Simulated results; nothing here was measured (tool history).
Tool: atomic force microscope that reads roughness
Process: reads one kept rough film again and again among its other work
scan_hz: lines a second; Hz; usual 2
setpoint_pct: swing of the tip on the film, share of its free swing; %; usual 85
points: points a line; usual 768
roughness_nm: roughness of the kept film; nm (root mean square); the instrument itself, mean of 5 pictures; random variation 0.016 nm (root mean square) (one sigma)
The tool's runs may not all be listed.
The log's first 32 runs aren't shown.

| run | hour | scan_hz | setpoint_pct | points | pictures with this tip | hours of work since the height scale was calibrated | roughness_nm |
|---|---|---|---|---|---|---|---|
| 33 | 273.9 | 0.89 | 58 | 768 | 123 | 551 | 3.926 |
| 34 | 284.6 | 0.66 | 87 | 768 | 151 | 559 | 3.58 |
| 35 | 292.5 | 2 | 63 | 988 | 171 | 565 | 3.532 |
|  | 298.6 | new tip fitted |
| 36 | 303.8 | 2.2 | 85 | 697 | 13 | 573 | 3.75 |
| 37 | 312.7 | 2 | 56 | 787 | 37 | 579 | 4.306 |
| 38 | 319.3 | 2 | 56 | 787 | 54 | 584 | 4.201 |
| 39 | 324.6 | 2.43 | 56 | 532 | 67 | 588 | 4.105 |
| 40 | 335.5 | 2.43 | 56 | 532 | 96 | 596 | 3.946 |
| 41 | 345.4 | 2.65 | 65 | 768 | 121 | 604 | 3.628 |
| 42 | 356.9 | 0.64 | 64 | 768 | 151 | 612 | 3.761 |
| 43 | 365.3 | 2.86 | 75 | 768 | 173 | 619 | 3.123 |
|  | 371.4 | new tip fitted |
| 44 | 373.9 | 0.7 | 70 | 406 | 7 | 625 | 4.595 |
| 45 | 385.1 | 0.54 | 61 | 1008 | 36 | 633 | 4.525 |
| 46 | 395 | 0.54 | 67 | 587 | 62 | 641 | 4.325 |
| 47 | 400.4 | 0.54 | 67 | 587 | 76 | 645 | 4.246 |
| 48 | 405.6 | 1.53 | 85 | 537 | 89 | 648 | 3.621 |
| 49 | 414.8 | 2 | 85 | 768 | 113 | 655 | 3.342 |
| 50 | 426.5 | 2.26 | 57 | 411 | 143 | 664 | 3.716 |
| 51 | 435.4 | 2.26 | 57 | 411 | 167 | 671 | 3.611 |
| 52 | 440.8 | 3.39 | 76 | 947 | 181 | 675 | 3.008 |

Forecast each of these 4 alternatives for the next run:
|  | 444.1 | new tip fitted |
| A | 447.3 | 2 | 59 | 333 | 8 | 679 | ? |
|  | 444.1 | new tip fitted |
| B | 447.3 | 0.6 | 76 | 326 | 8 | 679 | ? |
|  | 444.1 | new tip fitted |
| C | 447.3 | 0.95 | 79 | 741 | 8 | 679 | ? |
|  | 444.1 | new tip fitted |
| D | 447.3 | 1.47 | 85 | 341 | 8 | 679 | ? |

| run | roughness_nm |
|---|---|
| A | 4.472 |
| B | 4.537 |
| C | 4.386 |
| D | 4.039 |
Without the tool's hidden state the same runs would have given:
| run | roughness_nm |
|---|---|
| A | 4.593 |
| B | 4.66 |
| C | 4.504 |
| D | 4.148 |
